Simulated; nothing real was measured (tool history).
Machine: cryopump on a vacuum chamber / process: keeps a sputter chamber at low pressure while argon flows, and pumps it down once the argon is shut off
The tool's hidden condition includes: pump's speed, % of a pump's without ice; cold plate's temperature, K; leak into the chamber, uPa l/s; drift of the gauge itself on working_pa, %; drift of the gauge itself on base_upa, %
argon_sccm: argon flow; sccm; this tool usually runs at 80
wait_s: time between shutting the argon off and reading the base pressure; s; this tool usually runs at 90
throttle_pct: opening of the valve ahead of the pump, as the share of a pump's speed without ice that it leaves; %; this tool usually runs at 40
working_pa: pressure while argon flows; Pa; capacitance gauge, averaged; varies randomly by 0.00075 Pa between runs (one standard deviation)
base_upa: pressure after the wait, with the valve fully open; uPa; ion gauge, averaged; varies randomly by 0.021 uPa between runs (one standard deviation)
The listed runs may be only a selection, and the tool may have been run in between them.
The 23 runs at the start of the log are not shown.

run	hour	argon_sccm	wait_s	throttle_pct	hours of work since the pump was warmed up and emptied	hours of work since the cold head was overhauled	hours of work since the chamber's fittings were tightened	working_pa	base_upa
# hour 1160: leaking fittings of the chamber tightened, without venting
24	1186.6	80	76	30	402	2314	15	0.1973	0.55
25	1219.7	80	76	30	421	2332	34	0.1978	0.5
26	1291.7	71	34	31	462	2373	75	0.1711	1.02
27	1358.6	37	40	53	500	2412	113	0.0539	0.9
28	1402.8	37	40	53	525	2437	138	0.0541	0.93
29	1439.9	49	40	53	546	2458	159	0.0725	0.91
30	1471.7	49	40	53	564	2476	178	0.0733	0.94
31	1531.1	71	48	53	598	2510	211	0.1059	0.8
32	1568.1	145	282	28	619	2531	232	0.3924	0.37
33	1642.9	104	63	20	662	2574	275	0.3864	0.73

What if the next run were any one of these 5? Each begins from the tool's condition after run 33:
A	1692.6	80	90	44	690	2602	303	?	?
B	1692.6	104	24	20	690	2602	303	?	?
C	1692.6	80	240	40	690	2602	303	?	?
D	1692.6	62	55	41	690	2602	303	?	?
E	1692.6	80	51	40	690	2602	303	?	?

run	working_pa	base_upa
A	0.1448	0.58
B	0.387	1.46
C	0.1565	0.45
D	0.1188	0.81
E	0.1563	0.83
Stripped of hidden state, with their random variation kept, the same runs would have yielded:
run	working_pa	base_upa
A	0.1283	0.43
B	0.3656	1.31
C	0.1401	0.3
D	0.1061	0.66
E	0.1399	0.68

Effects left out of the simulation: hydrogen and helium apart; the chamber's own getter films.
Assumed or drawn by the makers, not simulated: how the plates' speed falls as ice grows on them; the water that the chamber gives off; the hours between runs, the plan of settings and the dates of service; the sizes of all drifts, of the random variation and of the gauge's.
